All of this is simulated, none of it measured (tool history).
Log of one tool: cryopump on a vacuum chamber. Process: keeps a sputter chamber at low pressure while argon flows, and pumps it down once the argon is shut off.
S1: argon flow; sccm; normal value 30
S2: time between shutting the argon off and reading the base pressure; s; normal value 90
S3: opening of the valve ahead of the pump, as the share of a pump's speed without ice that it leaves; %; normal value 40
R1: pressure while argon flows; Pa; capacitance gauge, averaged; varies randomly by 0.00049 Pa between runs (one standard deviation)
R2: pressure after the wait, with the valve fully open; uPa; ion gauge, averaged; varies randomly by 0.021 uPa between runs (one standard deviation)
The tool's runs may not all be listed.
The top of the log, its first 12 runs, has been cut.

run,hour,S1,S2,S3,R1,R2
13,604.8,30,90,40,0.0597,0.80
14,635.6,30,65,40,0.0593,0.99
15,677.8,30,90,29,0.0808,0.82
16,742.7,14,90,29,0.0383,0.82
17,812.5,30,90,49,0.0516,0.87
18,876.8,30,76,39,0.0635,0.97
19,934.7,18,30,21,0.0678,1.89
20,983.7,37,36,31,0.0971,1.68
21,1020.5,22,90,40,0.0466,0.95
# hour 1052.3: pump warmed up, emptied and cooled again
22,1093.9,22,133,40,0.0404,0.64
23,1160.4,30,36,30,0.0744,1.57
24,1228.2,30,36,30,0.0757,1.57
25,1264.1,30,36,30,0.0755,1.60
26,1313.0,32,141,21,0.1131,0.71
27,1372.4,16,59,21,0.0568,1.12
28,1407.9,18,238,18,0.0751,0.60
29,1463.3,28,90,18,0.1174,0.95
30,1527.9,28,90,18,0.1171,0.93
31,1595.8,19,90,26,0.0563,0.96
32,1644.6,18,91,52,0.0284,0.94
33,1688.1,18,91,52,0.0278,0.95
34,1732.3,18,91,52,0.0285,0.94

Each row is a separate what-if for the run after 34, all from the same tool condition, not one after another. Results?
A,1779.7,14,90,40,?,?
B,1779.7,21,90,40,?,?
C,1779.7,15,224,37,?,?
D,1779.7,18,70,52,?,?

run,R1,R2
A,0.0286,0.97
B,0.0429,0.97
C,0.0332,0.70
D,0.0288,1.16
With no hidden state in the tool, these same runs would have given:
run,R1,R2
A,0.0258,0.61
B,0.0388,0.61
C,0.0303,0.33
D,0.0253,0.80
